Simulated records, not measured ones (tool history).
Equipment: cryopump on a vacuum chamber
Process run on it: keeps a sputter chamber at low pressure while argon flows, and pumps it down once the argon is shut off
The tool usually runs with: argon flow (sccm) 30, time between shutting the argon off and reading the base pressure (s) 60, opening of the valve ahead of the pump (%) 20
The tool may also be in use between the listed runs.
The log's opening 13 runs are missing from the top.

| run | hour | argon flow (sccm) | time between shutting the argon off and reading the base pressure (s) | opening of the valve ahead of the pump (%) | hours of work since the pump was warmed up and emptied | hours of work since the cold head was overhauled | hours of work since the chamber's fittings were tightened | pressure while argon flows (Pa) | pressure after the wait (uPa) |
|---|---|---|---|---|---|---|---|---|---|
| 14 | 595.7 | 30 | 60 | 20 | 522 | 2293 | 1200 | 0.1959 | 3.53 |
| 15 | 649.5 | 30 | 60 | 20 | 569 | 2340 | 1247 | 0.1952 | 3.57 |
|  | 657.5 | pump warmed up, emptied and cooled again |
| 16 | 712.6 | 53 | 23 | 20 | 48 | 2391 | 1298 | 0.316 | 5.03 |
| 17 | 756.9 | 53 | 23 | 20 | 87 | 2430 | 1337 | 0.3185 | 5.11 |
| 18 | 793.2 | 20 | 23 | 43 | 119 | 2462 | 1369 | 0.0583 | 5.12 |
| 19 | 850.2 | 30 | 68 | 52 | 169 | 2512 | 1419 | 0.0735 | 3.05 |
| 20 | 894.5 | 30 | 68 | 52 | 208 | 2551 | 1457 | 0.0741 | 3.21 |
| 21 | 934.3 | 30 | 68 | 52 | 242 | 2585 | 1492 | 0.0758 | 3.3 |
| 22 | 1003.6 | 16 | 55 | 52 | 303 | 2646 | 1553 | 0.0407 | 3.79 |
| 23 | 1049.1 | 31 | 60 | 50 | 343 | 2686 | 1593 | 0.0838 | 3.8 |
| 24 | 1092.8 | 55 | 80 | 48 | 381 | 2724 | 1631 | 0.1558 | 3.59 |
| 25 | 1148 | 55 | 80 | 48 | 429 | 2773 | 1679 | 0.1598 | 3.73 |
| 26 | 1218.7 | 30 | 28 | 24 | 491 | 2834 | 1741 | 0.1647 | 5.66 |
| 27 | 1272.4 | 30 | 28 | 24 | 538 | 2881 | 1788 | 0.1652 | 5.82 |
|  | 1317.5 | pump warmed up, emptied and cooled again |
| 28 | 1335.8 | 30 | 28 | 24 | 16 | 2933 | 1839 | 0.1496 | 4.79 |
| 29 | 1371.9 | 30 | 155 | 37 | 48 | 2964 | 1871 | 0.0984 | 2.85 |

Run 30 has not been measured yet. What should we expect?
| 30 | 1414.4 | 17 | 24 | 22 | 85 | 3001 | 1908 | ? | ? |

{"run 30": {"pressure while argon flows (Pa)": 0.0939, "pressure after the wait (uPa)": 5.69}}
Were there no unlogged condition in the tool, this run, its random variation unchanged, would have produced pressure while argon flows (Pa) 0.0922, pressure after the wait (uPa) 3.32.

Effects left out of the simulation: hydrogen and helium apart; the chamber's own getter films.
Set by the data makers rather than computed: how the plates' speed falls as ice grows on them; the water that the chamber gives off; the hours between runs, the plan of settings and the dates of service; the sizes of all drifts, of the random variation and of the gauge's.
